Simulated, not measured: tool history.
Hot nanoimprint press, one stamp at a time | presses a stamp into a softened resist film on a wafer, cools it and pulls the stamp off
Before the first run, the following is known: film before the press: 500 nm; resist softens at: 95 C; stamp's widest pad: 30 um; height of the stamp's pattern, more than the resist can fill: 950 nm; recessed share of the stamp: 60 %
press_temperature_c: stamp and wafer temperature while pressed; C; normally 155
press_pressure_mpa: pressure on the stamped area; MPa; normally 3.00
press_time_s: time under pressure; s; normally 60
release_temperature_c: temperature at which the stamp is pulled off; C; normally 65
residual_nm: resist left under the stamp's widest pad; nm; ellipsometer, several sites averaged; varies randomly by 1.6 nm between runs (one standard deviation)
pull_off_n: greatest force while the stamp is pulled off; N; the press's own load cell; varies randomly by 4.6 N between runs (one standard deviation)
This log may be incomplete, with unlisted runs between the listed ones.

| run | day | press_temperature_c | press_pressure_mpa | press_time_s | release_temperature_c | residual_nm | pull_off_n |
|---|---|---|---|---|---|---|---|
| 1 | 0.000 | 155 | 3.00 | 60 | 65 | 256.9 | 260 |
| 2 | 1.608 | 155 | 3.00 | 60 | 65 | 253.7 | 242 |
| 3 | 2.842 | 155 | 3.00 | 60 | 65 | 255.0 | 246 |
| 4 | 3.912 | 155 | 3.00 | 60 | 65 | 256.0 | 246 |
| 5 | 5.383 | 155 | 3.00 | 60 | 69 | 254.7 | 241 |
| 6 | 6.358 | 155 | 3.03 | 60 | 69 | 255.9 | 243 |
| 7 | 7.288 | 155 | 3.00 | 55 | 65 | 262.9 | 239 |
| 8 | 8.179 | 155 | 3.00 | 117 | 65 | 201.2 | 243 |
| 9 | 8.858 | 155 | 3.00 | 117 | 65 | 200.9 | 247 |
| 10 | 10.004 | 155 | 3.00 | 117 | 65 | 201.7 | 249 |
| 11 | 11.467 | 155 | 3.00 | 117 | 65 | 203.2 | 254 |
| 12 | 13.058 | 155 | 4.27 | 60 | 65 | 223.0 | 264 |
| 13 | 13.783 | 155 | 4.27 | 60 | 65 | 226.4 | 259 |
| 14 | 14.583 | 155 | 4.27 | 60 | 65 | 227.3 | 263 |
| 15 | 15.321 | 155 | 4.27 | 60 | 65 | 227.5 | 269 |
| 16 | 16.371 | 155 | 3.00 | 86 | 60 | 229.8 | 279 |
| 17 | 18.117 | 155 | 3.00 | 86 | 60 | 232.3 | 244 |
| 18 | 19.579 | 155 | 3.00 | 86 | 60 | 225.9 | 257 |
| 19 | 20.300 | 155 | 3.00 | 86 | 60 | 229.8 | 253 |
| 20 | 21.304 | 158 | 3.00 | 44 | 65 | 260.3 | 251 |
| 21 | 21.971 | 166 | 3.00 | 44 | 52 | 205.7 | 261 |
| 22 | 22.638 | 166 | 3.00 | 44 | 52 | 205.7 | 264 |
| 23 | 23.462 | 157 | 2.70 | 69 | 56 | 240.6 | 260 |
| 24 | 24.404 | 150 | 3.00 | 36 | 65 | 352.5 | 256 |
| 25 | 25.708 | 152 | 3.00 | 60 | 68 | 285.8 | 255 |
| 26 | 26.746 | 152 | 3.00 | 60 | 68 | 287.2 | 250 |
| 27 | 28.321 | 152 | 2.49 | 110 | 68 | 254.2 | 254 |
| 28 | 28.992 | 167 | 3.00 | 60 | 59 | 178.1 | 265 |
| 29 | 30.350 | 151 | 3.00 | 59 | 59 | 300.7 | 258 |
| 30 | 31.208 | 165 | 3.00 | 60 | 65 | 193.0 | 268 |

Taken out of this log: 3 entries between the listed runs. Where each belongs, and how the hidden state differs across it:
Runs 1 to 2: stamp cleaned and given a new release coat (day 1.533)
  true temperature over the reading, C: 0.01 -> -0.03; pressure that arrives at the usual setting, %: 96.05 -> 95.88; grip of the stamp's worn release coat, % over a new coat's: 9.5 -> 0.1
  what was measured, less what the result would be without the hidden state, residual_nm: +4.3 -> +4.8 nm; pull_off_n: +22 -> +0 N
Runs 16 to 17: stamp cleaned and given a new release coat (day 17.342)
  true temperature over the reading, C: -0.53 -> -0.58; pressure that arrives at the usual setting, %: 93.92 -> 93.73; grip of the stamp's worn release coat, % over a new coat's: 9.8 -> 0.5
  what was measured, less what the result would be without the hidden state, residual_nm: +10.6 -> +11.4 nm; pull_off_n: +26 -> +3 N
Runs 17 to 18: plate thermocouple calibrated (day 18.842)
  true temperature over the reading, C: -0.58 -> -0.11; pressure that arrives at the usual setting, %: 93.73 -> 93.55; grip of the stamp's worn release coat, % over a new coat's: 0.5 -> 1.4
  what was measured, less what the result would be without the hidden state, residual_nm: +11.4 -> +7.6 nm; pull_off_n: +3 -> +4 N
